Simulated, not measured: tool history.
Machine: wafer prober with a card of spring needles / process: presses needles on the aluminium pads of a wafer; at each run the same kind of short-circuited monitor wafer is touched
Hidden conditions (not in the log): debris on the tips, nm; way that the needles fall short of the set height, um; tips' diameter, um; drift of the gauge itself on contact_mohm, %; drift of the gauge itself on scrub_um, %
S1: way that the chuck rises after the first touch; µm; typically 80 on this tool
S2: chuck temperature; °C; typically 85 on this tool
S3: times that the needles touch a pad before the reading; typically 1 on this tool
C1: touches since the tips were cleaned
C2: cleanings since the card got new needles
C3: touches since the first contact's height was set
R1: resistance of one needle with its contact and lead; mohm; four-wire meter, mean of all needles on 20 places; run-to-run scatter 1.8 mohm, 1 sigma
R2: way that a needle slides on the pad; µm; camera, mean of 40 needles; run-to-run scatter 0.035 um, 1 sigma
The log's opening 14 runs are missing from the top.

| run | day | S1 | S2 | S3 | C1 | C2 | C3 | R1 | R2 |
|---|---|---|---|---|---|---|---|---|---|
|  | 13.288 | tips cleaned on abrasive film |
| 15 | 14.15 | 80 | 85 | 1 | 4402 | 22 | 13201 | 314 | 16.35 |
|  | 14.883 | tips cleaned on abrasive film |
| 16 | 15.25 | 71 | 85 | 1 | 1879 | 23 | 18783 | 295 | 14.52 |
| 17 | 16.142 | 80 | 85 | 1 | 6406 | 23 | 23310 | 348 | 16.4 |
|  | 16.45 | tips cleaned on abrasive film |
| 18 | 16.775 | 79 | 29 | 1 | 1672 | 24 | 26533 | 258 | 16.06 |
| 19 | 17.912 | 79 | 32 | 1 | 7473 | 24 | 32334 | 363 | 16.18 |
|  | 18.033 | tips cleaned on abrasive film |
| 20 | 18.692 | 79 | 32 | 1 | 3368 | 25 | 36282 | 297 | 16.11 |
| 21 | 19.308 | 79 | 32 | 1 | 6499 | 25 | 39413 | 354 | 16.1 |
|  | 19.562 | tips cleaned on abrasive film |
| 22 | 20.125 | 79 | 96 | 2 | 2879 | 26 | 43560 | 241 | 16.16 |
|  | 21.1 | tips cleaned on abrasive film |
| 23 | 21.225 | 79 | 96 | 2 | 639 | 27 | 49152 | 202 | 16.06 |
| 24 | 21.788 | 63 | 76 | 2 | 3493 | 27 | 52006 | 298 | 12.79 |
|  | 22.725 | tips cleaned on abrasive film |
| 25 | 22.75 | 82 | 53 | 3 | 125 | 28 | 56898 | 182 | 16.67 |
| 26 | 23.392 | 66 | 37 | 1 | 3386 | 28 | 60159 | 357 | 13.36 |
|  | 24.3 | tips cleaned on abrasive film |
| 27 | 24.667 | 66 | 37 | 1 | 1874 | 29 | 66641 | 306 | 13.36 |
| 28 | 25.292 | 84 | 116 | 2 | 5061 | 29 | 69828 | 270 | 17.12 |
|  | 25.888 | tips cleaned on abrasive film |
| 29 | 26.575 | 84 | 116 | 2 | 3502 | 30 | 76334 | 251 | 17.04 |
|  | 27.412 | tips cleaned on abrasive film |
| 30 | 27.617 | 88 | 29 | 3 | 1040 | 31 | 81635 | 182 | 17.88 |
| 31 | 28.2 | 86 | 97 | 3 | 4014 | 31 | 84609 | 223 | 17.48 |
| 32 | 28.812 | 86 | 61 | 1 | 7128 | 31 | 87723 | 333 | 17.46 |
|  | 28.967 | tips cleaned on abrasive film |
| 33 | 29.967 | 63 | 36 | 1 | 5079 | 32 | 93580 | 433 | 12.69 |

Below are 5 alternative next runs, each starting from the tool's condition after run 33. Predict each:
|  | 30.542 | tips cleaned on abrasive film |
| A | 31.258 | 66 | 38 | 1 | 3658 | 33 | 100158 | ? | ? |
|  | 30.542 | tips cleaned on abrasive film |
| B | 31.258 | 74 | 27 | 1 | 3658 | 33 | 100158 | ? | ? |
|  | 30.542 | tips cleaned on abrasive film |
| C | 31.258 | 99 | 62 | 1 | 3658 | 33 | 100158 | ? | ? |
|  | 30.542 | tips cleaned on abrasive film |
| D | 31.258 | 91 | 36 | 1 | 3658 | 33 | 100158 | ? | ? |
|  | 30.542 | tips cleaned on abrasive film |
| E | 31.258 | 65 | 75 | 1 | 3658 | 33 | 100158 | ? | ? |

| run | R1 | R2 |
|---|---|---|
| A | 372 | 13.28 |
| B | 328 | 14.88 |
| C | 260 | 20.06 |
| D | 274 | 18.45 |
| E | 376 | 13.11 |
Take away the tool's hidden state, keep each run's random variation, and the runs would have read:
| run | R1 | R2 |
|---|---|---|
| A | 177 | 13.54 |
| B | 169 | 15.14 |
| C | 172 | 20.32 |
| D | 167 | 18.71 |
| E | 185 | 13.37 |
